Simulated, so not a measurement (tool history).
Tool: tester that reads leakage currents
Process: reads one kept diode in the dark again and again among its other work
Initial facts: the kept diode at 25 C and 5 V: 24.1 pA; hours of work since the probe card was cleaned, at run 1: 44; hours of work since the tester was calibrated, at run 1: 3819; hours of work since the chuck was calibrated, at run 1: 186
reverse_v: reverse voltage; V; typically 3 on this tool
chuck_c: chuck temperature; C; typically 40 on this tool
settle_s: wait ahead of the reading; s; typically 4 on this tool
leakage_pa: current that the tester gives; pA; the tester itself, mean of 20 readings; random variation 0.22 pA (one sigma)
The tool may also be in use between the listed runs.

run    hour  reverse_v  chuck_c  settle_s  hours of work since the probe card was cleaned  hours of work since the tester was calibrated  hours of work since the chuck was calibrated  leakage_pa
  1       0          3       40         4                                              44                                           3819                                           186       75.04
  2     133       2.27       40         4                                             146                                           3921                                           289       69.45
  3   240.3          3       40         4                                             229                                           4004                                           371        76.8
  4   331.2          3       40      0.36                                             299                                           4074                                           441       77.72
  5   413.2          3       40         4                                             362                                           4137                                           504       77.75
  6   535.3          3       40         4                                             456                                           4231                                           598       79.11
  7   621.2          3       40         4                                             522                                           4297                                           664       79.29
      633.6  -- tester calibrated
  8   735.4          3       40         4                                             608                                             78                                           751       79.21
      746.7  -- probe card cleaned and baked
  9     809          3       40         4                                              48                                            133                                           805       80.26
 10     925          3       40         4                                             137                                            222                                           894        81.3
 11  1023.4       1.63       46      1.16                                             213                                            298                                           970       107.4
 12    1147          3       38         4                                             308                                            393                                          1065       70.72
 13  1249.4          3       38         4                                             387                                            472                                          1144       71.98
 14  1347.7       9.83       21      3.42                                             463                                            547                                          1220       30.15
     1440.6  -- chuck's temperature calibrated
 15  1479.7      12.65       34      3.42                                             563                                            647                                            30       78.54
 16  1550.3       3.73       25      3.42                                             617                                            702                                            84        25.2

Predict each of these 3 candidate next runs independently; none follows another, all start after run 16:
       1584  -- probe card cleaned and baked, once more
  A  1672.9       3.73       25      0.34                                              68                                            794                                           176           ?
       1584  -- probe card cleaned and baked, once more
  B  1672.9          3       25         4                                              68                                            794                                           176           ?
       1584  -- probe card cleaned and baked, once more
  C  1672.9        2.5       28      0.32                                              68                                            794                                           176           ?

run  leakage_pa
  A       23.61
  B       21.67
  C       26.74
Without the tool's unlogged condition, the same runs would have read:
run  leakage_pa
  A       22.62
  B       20.76
  C       25.69
